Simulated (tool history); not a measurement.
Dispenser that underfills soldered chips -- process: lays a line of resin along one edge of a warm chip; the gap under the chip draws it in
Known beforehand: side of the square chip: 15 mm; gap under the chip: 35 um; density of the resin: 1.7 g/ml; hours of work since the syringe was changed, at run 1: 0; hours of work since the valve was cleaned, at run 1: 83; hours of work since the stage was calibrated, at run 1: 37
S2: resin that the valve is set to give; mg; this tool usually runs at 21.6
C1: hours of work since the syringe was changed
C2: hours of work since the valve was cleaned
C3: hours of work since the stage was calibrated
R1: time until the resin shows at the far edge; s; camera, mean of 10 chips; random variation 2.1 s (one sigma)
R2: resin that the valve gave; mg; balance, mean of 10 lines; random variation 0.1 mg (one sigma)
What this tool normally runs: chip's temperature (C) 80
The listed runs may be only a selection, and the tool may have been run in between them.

run 1 hour=0 | chip's_temperature_(C)=80 S2=21.6 | C1=0 C2=83 C3=37 | R1=208.1 R2=20.31
-- hour=7.7 new syringe of resin
run 2 hour=8.4 | chip's_temperature_(C)=80 S2=21.6 | C1=0 C2=88 C3=43 | R1=209.3 R2=20.05
-- hour=15.7 new syringe of resin
run 3 hour=16.8 | chip's_temperature_(C)=80 S2=21.6 | C1=1 C2=94 C3=48 | R1=215.8 R2=20.04
-- hour=23.8 new syringe of resin
run 4 hour=28 | chip's_temperature_(C)=73 S2=21.6 | C1=3 C2=101 C3=56 | R1=300.9 R2=19.83
-- hour=32.2 new syringe of resin
run 5 hour=37.4 | chip's_temperature_(C)=73 S2=21.6 | C1=4 C2=108 C3=62 | R1=315.9 R2=19.78
-- hour=39.3 dispensing valve cleaned and set on the balance
-- hour=41.9 new syringe of resin
run 6 hour=45.5 | chip's_temperature_(C)=73 S2=21.6 | C1=2 C2=4 C3=67 | R1=303.4 R2=21.69
-- hour=50.2 new syringe of resin
run 7 hour=55.1 | chip's_temperature_(C)=80 S2=22.2 | C1=3 C2=11 C3=73 | R1=222.3 R2=22.07
-- hour=58.2 new syringe of resin
run 8 hour=62.1 | chip's_temperature_(C)=75 S2=18.8 | C1=3 C2=15 C3=78 | R1=285.5 R2=18.56
-- hour=66.5 new syringe of resin
run 9 hour=68.1 | chip's_temperature_(C)=80 S2=18.5 | C1=1 C2=19 C3=82 | R1=216.1 R2=18.24
-- hour=74.7 new syringe of resin
run 10 hour=75.3 | chip's_temperature_(C)=76 S2=27.9 | C1=0 C2=24 C3=87 | R1=240.4 R2=27.43
run 11 hour=80 | chip's_temperature_(C)=80 S2=28 | C1=4 C2=27 C3=90 | R1=224.3 R2=27.45
-- hour=83.5 new syringe of resin
run 12 hour=90.4 | chip's_temperature_(C)=74 S2=24.9 | C1=5 C2=34 C3=97 | R1=307.9 R2=24.16
-- hour=91.7 new syringe of resin
-- hour=100 new syringe of resin
run 13 hour=101 | chip's_temperature_(C)=68 S2=21.6 | C1=1 C2=41 C3=104 | R1=362.5 R2=20.81

Each row is a separate what-if for the run after 13, all from the same tool condition, not one after another. Results?
run A hour=106.8 | chip's_temperature_(C)=81 S2=21 | C1=5 C2=45 C3=108 | R1=? R2=?
run B hour=106.8 | chip's_temperature_(C)=91 S2=23.9 | C1=5 C2=45 C3=108 | R1=? R2=?
run C hour=106.8 | chip's_temperature_(C)=68 S2=20.4 | C1=5 C2=45 C3=108 | R1=? R2=?
run D hour=106.8 | chip's_temperature_(C)=68 S2=19.3 | C1=5 C2=45 C3=108 | R1=? R2=?

run=A R1=236.9 R2=20.31
run=B R1=149.8 R2=23.3
run=C R1=419.6 R2=19.67
run=D R1=427.3 R2=18.54
Had the tool no hidden state, the same runs would have come out as:
run=A R1=202.4 R2=21.02
run=B R1=128.1 R2=24.11
run=C R1=359 R2=20.36
run=D R1=365 R2=19.19

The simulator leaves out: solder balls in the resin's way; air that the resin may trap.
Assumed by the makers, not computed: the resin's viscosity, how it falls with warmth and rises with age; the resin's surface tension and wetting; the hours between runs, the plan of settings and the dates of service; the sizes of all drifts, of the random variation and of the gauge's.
